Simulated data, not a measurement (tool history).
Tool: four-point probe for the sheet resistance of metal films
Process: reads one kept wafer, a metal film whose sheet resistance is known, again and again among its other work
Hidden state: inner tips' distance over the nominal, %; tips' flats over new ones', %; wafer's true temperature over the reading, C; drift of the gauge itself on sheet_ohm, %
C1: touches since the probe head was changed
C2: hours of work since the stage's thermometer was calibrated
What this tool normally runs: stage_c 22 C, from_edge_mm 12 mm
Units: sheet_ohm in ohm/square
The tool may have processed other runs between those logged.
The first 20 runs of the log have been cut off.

run 21 hour=1092.5 | stage_c=22 from_edge_mm=12 | C1=19590 C2=987 | sheet_ohm=4.019982
run 22 hour=1164.8 | stage_c=22 from_edge_mm=12 | C1=23942 C2=1041 | sheet_ohm=4.021817
run 23 hour=1220.2 | stage_c=20 from_edge_mm=5 | C1=27285 C2=1082 | sheet_ohm=4.051591
run 24 hour=1257.2 | stage_c=20 from_edge_mm=5 | C1=29511 C2=1110 | sheet_ohm=4.05214
run 25 hour=1328.1 | stage_c=25 from_edge_mm=69 | C1=33783 C2=1163 | sheet_ohm=4.021488
run 26 hour=1376.4 | stage_c=27 from_edge_mm=16 | C1=36697 C2=1199 | sheet_ohm=4.025622
run 27 hour=1443.2 | stage_c=21 from_edge_mm=15 | C1=40723 C2=1248 | sheet_ohm=4.025935
-- hour=1448.6 stage's thermometer calibrated
run 28 hour=1497.7 | stage_c=21 from_edge_mm=15 | C1=43977 C2=37 | sheet_ohm=4.02179
run 29 hour=1558.9 | stage_c=18 from_edge_mm=3 | C1=47664 C2=82 | sheet_ohm=4.113271
run 30 hour=1608.7 | stage_c=29 from_edge_mm=13 | C1=50662 C2=119 | sheet_ohm=4.03221
run 31 hour=1662.1 | stage_c=31 from_edge_mm=8 | C1=53883 C2=159 | sheet_ohm=4.040089
run 32 hour=1734.2 | stage_c=21 from_edge_mm=66 | C1=58223 C2=213 | sheet_ohm=4.024105
run 33 hour=1809.1 | stage_c=22 from_edge_mm=19 | C1=62740 C2=268 | sheet_ohm=4.029412
run 34 hour=1846.4 | stage_c=33 from_edge_mm=12 | C1=64983 C2=296 | sheet_ohm=4.039689
run 35 hour=1908.7 | stage_c=33 from_edge_mm=12 | C1=68741 C2=343 | sheet_ohm=4.040005

Run 36, settings as shown, results not yet in. Your forecast:
run 36 hour=1964.7 | stage_c=21 from_edge_mm=9 | C1=72114 C2=384 | sheet_ohm=?

sheet_ohm: 4.040643 ohm/square
If the tool had no hidden condition, the same run with the same run-to-run variation would have returned sheet_ohm 3.996973 ohm/square.
